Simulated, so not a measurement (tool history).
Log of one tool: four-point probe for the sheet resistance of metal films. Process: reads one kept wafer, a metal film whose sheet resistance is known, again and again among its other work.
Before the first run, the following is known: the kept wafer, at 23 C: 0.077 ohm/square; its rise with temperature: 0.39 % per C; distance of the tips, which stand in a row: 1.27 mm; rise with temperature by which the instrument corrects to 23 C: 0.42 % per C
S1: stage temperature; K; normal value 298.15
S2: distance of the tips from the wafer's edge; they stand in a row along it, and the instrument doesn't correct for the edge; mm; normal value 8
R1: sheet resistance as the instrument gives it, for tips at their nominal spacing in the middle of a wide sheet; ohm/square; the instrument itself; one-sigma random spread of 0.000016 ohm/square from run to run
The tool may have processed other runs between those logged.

run	hour	S1	S2	R1
1	0.0	298.15	8	0.078048
2	10.1	298.15	8	0.078072
3	33.2	298.15	8	0.078030
4	44.2	298.15	8	0.078032
5	63.7	304.15	8	0.077891
6	76.4	298.15	19	0.077203
7	86.0	292.15	46	0.077168
# hour 88.2: stage's thermometer calibrated
8	99.7	292.15	46	0.077188
9	113.5	308.15	15	0.077072
10	131.1	298.15	16	0.077261
11	140.8	307.15	12	0.077253
12	154.2	307.15	12	0.077244

What if the next run were any one of these 3? Each begins from the tool's condition after run 12:
A	167.6	298.15	5	?
B	167.6	295.15	15	?
C	167.6	298.15	8	?

run	R1
A	0.079585
B	0.077385
C	0.078037
Take away the tool's hidden state, keep each run's random variation, and the runs would have read:
run	R1
A	0.079537
B	0.077338
C	0.077990
